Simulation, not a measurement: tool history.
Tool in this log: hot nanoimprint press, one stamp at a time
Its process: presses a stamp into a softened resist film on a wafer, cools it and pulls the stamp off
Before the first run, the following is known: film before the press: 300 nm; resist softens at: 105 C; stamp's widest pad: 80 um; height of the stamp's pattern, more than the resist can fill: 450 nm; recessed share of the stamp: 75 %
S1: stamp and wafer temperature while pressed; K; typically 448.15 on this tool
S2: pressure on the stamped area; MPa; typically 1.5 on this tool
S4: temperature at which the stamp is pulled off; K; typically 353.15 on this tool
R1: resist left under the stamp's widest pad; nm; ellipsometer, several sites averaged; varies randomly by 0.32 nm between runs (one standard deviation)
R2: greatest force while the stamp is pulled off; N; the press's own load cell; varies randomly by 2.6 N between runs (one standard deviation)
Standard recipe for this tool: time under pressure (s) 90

Run 1, day 0: usual settings. Result: R1 108.7 nm, R2 163 N.
Run 2, day 2.196: usual settings but S2 2.03 MPa. Result: R1 91.7 nm, R2 179 N.
At day 3.367: stamp cleaned and given a new release coat.
Run 3, day 4.388: usual settings but S4 346.15 K. Result: R1 108.4 nm, R2 129 N.
Run 4, day 5.758: usual settings but S4 346.15 K. Result: R1 107.5 nm, R2 136 N.
Run 5, day 6.9: usual settings but S4 346.15 K. Result: R1 107.6 nm, R2 143 N.
Run 6, day 7.833: usual settings but S4 346.15 K. Result: R1 107 nm, R2 143 N.
Run 7, day 9.146: usual settings. Result: R1 107.6 nm, R2 137 N.
Run 8, day 10.4: usual settings. Result: R1 107.1 nm, R2 138 N.
Run 9, day 11.658: usual settings. Result: R1 106.8 nm, R2 139 N.
At day 13.4: plate thermocouple calibrated.
Run 10, day 13.738: usual settings but S2 2.02 MPa. Result: R1 94.5 nm, R2 153 N.
Run 11, day 14.721: usual settings but S2 2.02 MPa. Result: R1 94.2 nm, R2 155 N.
Run 12, day 15.967: usual settings but S2 2.02 MPa. Result: R1 94.7 nm, R2 156 N.
Run 13, day 17.896: usual settings but S2 2.02 MPa. Result: R1 94.4 nm, R2 162 N.
Run 14, day 19.883: usual settings but S2 2.02 MPa. Result: R1 94.4 nm, R2 172 N.
Run 15, day 21.846: usual settings but S2 2.02 MPa. Result: R1 93.9 nm, R2 175 N.
At day 22.754: stamp cleaned and given a new release coat.
Run 16, day 23.267: usual settings but time under pressure (s) 143. Result: R1 92.5 nm, R2 124 N.
Run 17, day 25.35: usual settings but S1 449.15 K, time under pressure (s) 70, S4 346.15 K. Result: R1 114.9 nm, R2 139 N.
Run 18, day 26.425: usual settings but S1 449.15 K, time under pressure (s) 70, S4 346.15 K. Result: R1 114.2 nm, R2 141 N.
Run 19, day 28.658: usual settings but S2 1.71 MPa, S4 347.15 K. Result: R1 101.5 nm, R2 147 N.
Run 20, day 30.642: usual settings but S2 1.71 MPa, S4 347.15 K. Result: R1 101.1 nm, R2 150 N.
At day 31.121: press's hydraulic seals changed and the load cell set to zero.
Run 21, day 32.833: usual settings but S2 1.71 MPa, S4 347.15 K. Result: R1 98.9 nm, R2 165 N.
Run 22, day 34.475: usual settings but S1 447.15 K, time under pressure (s) 68, S4 352.15 K. Result: R1 123.6 nm, R2 157 N.
At day 35.317: plate thermocouple calibrated.
Run 23, day 36.788: usual settings but time under pressure (s) 138, S4 345.15 K. Result: R1 94 nm, R2 172 N.
Run 24, day 38.371: usual settings but S2 1.56 MPa, time under pressure (s) 121. Result: R1 96.3 nm, R2 164 N.
Run 25, day 40.225: usual settings but S1 459.15 K, time under pressure (s) 171. Result: R1 50.9 nm, R2 173 N.
At day 42.396: stamp cleaned and given a new release coat.
Run 26, day 42.738: usual settings but S1 459.15 K, time under pressure (s) 171. Result: R1 50.4 nm, R2 116 N.
Run 27, day 44.004: usual settings but S2 1 MPa, time under pressure (s) 94. Result: R1 133.5 nm, R2 123 N.
Run 28, day 46.15: usual settings but time under pressure (s) 63, S4 352.15 K. Result: R1 123.2 nm, R2 134 N.
Run 29, day 47.446: usual settings but time under pressure (s) 63, S4 352.15 K. Result: R1 122.4 nm, R2 136 N.

Hidden state or all else? Some run-to-run changes of R1, split into what the settings, what came in and random variation would give without the hidden state, and what is left for the hidden state (with any gauge scatter that isn't in both results):
Hidden conditions of the tool in this case: true temperature over the reading, C; pressure that arrives at the usual setting, %; grip of the stamp's worn release coat, % over a new coat's; drift of the gauge itself on residual_nm, %; drift of the gauge itself on pull_off_n, %.
Run 9 -> 10: S2 1.5 -> 2.02, plate thermocouple calibrated. R1 -12.3 nm: hidden state +5, all else -17.3.
Run 22 -> 23: S1 447.15 -> 448.15, time under pressure (s) 68 -> 138, S4 352.15 -> 345.15, plate thermocouple calibrated. R1 -29.6 nm: hidden state +3.5, all else -33.1.
Run 24 -> 25: S1 448.15 -> 459.15, S2 1.56 -> 1.5, time under pressure (s) 121 -> 171. R1 -45.4 nm: hidden state -0.2, all else -45.2.
Run 26 -> 27: S1 459.15 -> 448.15, S2 1.5 -> 1, time under pressure (s) 171 -> 94. R1 +83.1 nm: hidden state -1, all else +84.1.
